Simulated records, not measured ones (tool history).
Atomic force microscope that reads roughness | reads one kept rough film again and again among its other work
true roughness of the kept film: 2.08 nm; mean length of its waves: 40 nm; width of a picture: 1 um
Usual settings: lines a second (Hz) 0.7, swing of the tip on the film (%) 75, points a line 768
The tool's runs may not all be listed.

run,hour,lines a second (Hz),swing of the tip on the film (%),points a line,roughness of the kept film (nm (root mean square))
1,0,0.7,75,768,1.781
2,25.4,0.7,75,997,1.762
3,43.8,0.7,75,997,1.739
# hour 53: new tip fitted
4,71.8,0.7,75,997,1.893
5,89.5,0.7,75,997,1.859
6,105.3,0.7,75,997,1.843
7,123.6,0.7,75,997,1.829
8,140.3,0.7,75,997,1.82
9,164,0.7,75,997,1.791
10,189.8,0.7,75,997,1.773
11,212.1,0.7,75,768,1.744
# hour 232.7: new tip fitted
12,238.4,0.7,75,768,1.916
13,266.8,0.7,75,768,1.875
14,281.4,0.7,75,768,1.85
15,306.6,0.7,75,768,1.833
16,323.2,0.7,67,768,1.845
17,342.7,0.7,75,502,1.788
18,368.8,0.7,75,444,1.763
19,383.3,0.7,75,444,1.762
20,406.8,0.7,75,444,1.715
# hour 413.3: new tip fitted
21,420.3,0.7,80,768,1.863
22,449.4,3.809,80,768,1.471
23,468.5,3.809,80,768,1.459
24,485.3,3.809,80,768,1.451
25,514.5,3.809,68,768,1.598
26,543.5,1.013,58,705,1.785
27,567.1,2.017,59,768,1.733
28,584.6,0.7,75,317,1.721
# hour 587.1: height scale calibrated on a step standard
# hour 592.9: new tip fitted
29,601.5,0.66,73,317,1.898
30,624,0.66,73,619,1.877
# hour 646.9: height scale calibrated on a step standard, once more
31,648.5,0.7,82,768,1.818
32,672.9,2.924,56,768,1.806
33,695.5,2.699,56,768,1.802
34,719.8,2.699,56,768,1.764
35,741.6,2.178,72,751,1.646
36,759.3,2.178,72,751,1.632
# hour 774: new tip fitted
37,779.8,3.667,59,768,1.814
38,808.2,0.564,59,296,1.919
39,836.6,0.7,89,314,1.764
40,857.8,0.7,89,314,1.731
41,872.1,0.837,70,294,1.813
42,895.4,0.837,70,294,1.785
43,917.4,0.837,70,294,1.763
44,939.5,1.086,66,873,1.743
# hour 952.6: new tip fitted
45,952.6,0.525,63,351,1.94
46,969.8,1.123,75,907,1.844
47,985.7,1.123,89,777,1.716
48,1006.9,1.123,89,777,1.702
49,1033.4,0.7,75,449,1.824
50,1059.5,0.7,75,449,1.8

Difference, measured minus no-hidden-state, one row per run. Run-to-run variation is common to both terms; the gauge's own scatter need not be:
Hidden conditions of the tool in this case: radius of the tip, nm; height scale over the true one, %; drift of the gauge itself on roughness_nm, %.
run,roughness of the kept film (nm (root mean square))
1,-0.137
2,-0.162
3,-0.179
4,-0.033
5,-0.051
6,-0.067
7,-0.086
8,-0.103
9,-0.129
10,-0.152
11,-0.172
12,-0.015
13,-0.045
14,-0.059
15,-0.085
16,-0.104
17,-0.121
18,-0.145
19,-0.162
20,-0.182
21,-0.028
22,-0.048
23,-0.063
24,-0.077
25,-0.113
26,-0.158
27,-0.176
28,-0.192
29,-0.027
30,-0.052
31,-0.063
32,-0.089
33,-0.112
34,-0.135
35,-0.146
36,-0.161
37,-0.013
38,-0.047
39,-0.072
40,-0.09
41,-0.108
42,-0.132
43,-0.151
44,-0.175
45,-0.005
46,-0.021
47,-0.036
48,-0.057
49,-0.092
50,-0.117
